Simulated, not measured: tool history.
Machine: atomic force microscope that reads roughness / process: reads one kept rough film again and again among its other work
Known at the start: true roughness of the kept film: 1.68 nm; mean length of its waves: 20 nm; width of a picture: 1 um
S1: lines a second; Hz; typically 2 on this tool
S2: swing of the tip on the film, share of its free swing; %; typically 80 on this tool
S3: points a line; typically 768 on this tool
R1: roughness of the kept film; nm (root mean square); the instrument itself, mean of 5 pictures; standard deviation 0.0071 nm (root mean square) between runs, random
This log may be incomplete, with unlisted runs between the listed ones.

run	hour	S1	S2	S3	R1
1	0	2	80	768	1.257
# hour 6.4: new tip fitted
2	7.5	2	80	768	1.464
3	17.1	2	65	768	1.497
4	25.1	2	81	768	1.436
5	36.5	2	63	768	1.488
6	44	2	63	768	1.483
7	53.9	2	63	768	1.462
8	62	2	88	1021	1.397
9	74.4	1.8	78	342	1.401
# hour 76.6: height scale calibrated on a step standard
10	84.9	2	58	768	1.454
11	97.2	2	72	486	1.415
# hour 108.9: height scale calibrated on a step standard, once more
12	113.4	0.59	56	492	1.457
13	122.3	0.85	80	314	1.409

Measured minus without-hidden-state, run by run (identical run-to-run variation in each term; gauge scatter may differ):
The hidden state here: radius of the tip, nm; height scale over the true one, %; drift of the gauge itself on roughness_nm, %.
run	R1
1	-0.22
2	-0.007
3	-0.013
4	-0.018
5	-0.027
6	-0.034
7	-0.04
8	-0.043
9	-0.051
10	-0.064
11	-0.07
12	-0.076
13	-0.079

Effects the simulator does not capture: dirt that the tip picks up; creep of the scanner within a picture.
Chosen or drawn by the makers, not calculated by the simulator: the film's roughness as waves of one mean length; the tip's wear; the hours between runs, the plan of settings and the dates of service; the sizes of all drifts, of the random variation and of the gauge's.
